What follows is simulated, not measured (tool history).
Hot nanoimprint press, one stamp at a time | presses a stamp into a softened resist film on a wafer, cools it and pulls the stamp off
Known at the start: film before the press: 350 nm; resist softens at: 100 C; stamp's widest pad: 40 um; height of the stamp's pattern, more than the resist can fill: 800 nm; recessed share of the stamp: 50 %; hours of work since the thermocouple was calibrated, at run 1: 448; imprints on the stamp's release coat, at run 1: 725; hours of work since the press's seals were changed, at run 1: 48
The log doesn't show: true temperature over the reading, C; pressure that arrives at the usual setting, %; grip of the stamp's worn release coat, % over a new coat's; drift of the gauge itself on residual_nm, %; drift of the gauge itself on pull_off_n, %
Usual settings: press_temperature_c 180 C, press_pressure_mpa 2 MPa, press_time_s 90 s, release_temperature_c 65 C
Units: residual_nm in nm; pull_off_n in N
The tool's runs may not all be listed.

run	hour	press_temperature_c	press_pressure_mpa	press_time_s	release_temperature_c	hours of work since the thermocouple was calibrated	imprints on the stamp's release coat	hours of work since the press's seals were changed	residual_nm	pull_off_n
1	0	180	2	90	65	448	725	48	138.8	195
2	10	180	2	90	65	452	757	52	139	190
# hour 20.6: stamp cleaned and given a new release coat
3	21.9	180	2	90	65	454	4	54	138.6	160
4	32	180	2	90	65	458	36	58	138.7	162
5	40.4	180	2	90	65	462	62	62	138.2	170
6	46.6	180	2.07	90	65	464	82	64	136.7	168
7	54.9	180	2	180	65	468	107	68	107.1	170
8	61.6	180	2	90	65	470	128	70	138.7	168
9	67.5	180	2.07	90	65	473	147	73	135.6	167
# hour 71.4: plate thermocouple calibrated
10	81.6	180	2.07	90	65	4	182	77	140.1	169
11	88.8	191	2.07	90	65	7	204	80	102.8	168
12	97.1	191	2.07	90	51	10	230	84	102.4	188
13	103.4	191	2.07	90	51	13	250	86	102.1	187
14	112.3	191	2.07	90	51	17	278	90	101.5	189
15	119.1	191	2.07	90	51	19	299	92	102.1	195
16	126.6	170	2	103	66	22	323	96	186.7	176
17	133.2	170	2	103	66	25	343	98	187.4	179
18	145.1	170	2	103	66	30	380	103	186.7	169
19	154.5	170	2	103	66	34	410	107	186.7	178
20	165.8	183	2	48	51	38	445	111	162.6	194
21	171.8	186	2	66	65	41	464	114	134.6	179
22	180.1	186	2	66	65	44	490	117	133.1	185
23	190.9	180	1.55	90	62	48	524	122	164.1	190
24	199.9	175	1.55	90	57	52	552	125	189.5	192
25	210.1	175	1.55	90	57	56	584	129	189.2	193
26	221.5	181	1.6	52	56	61	620	134	187.7	198
27	233.1	181	1.6	52	56	65	656	139	187.5	195
28	240.5	191	2.89	112	72	68	679	142	76.8	175
29	250.3	191	2.89	112	72	72	710	146	76.9	180

Forecast each of these 5 alternatives for the next run:
A	255.8	180	2	84	65	75	727	148	?	?
B	255.8	182	2	90	65	75	727	148	?	?
C	255.8	191	1.82	112	56	75	727	148	?	?
D	255.8	187	2	90	65	75	727	148	?	?
E	255.8	180	1.73	90	62	75	727	148	?	?

run	residual_nm	pull_off_n
A	146	192
B	133.6	199
C	100.4	207
D	116.3	194
E	154.7	200
Without the tool's hidden state the same runs would have given:
run	residual_nm	pull_off_n
A	146.6	162
B	134.2	168
C	100.8	174
D	116.8	163
E	155.4	169
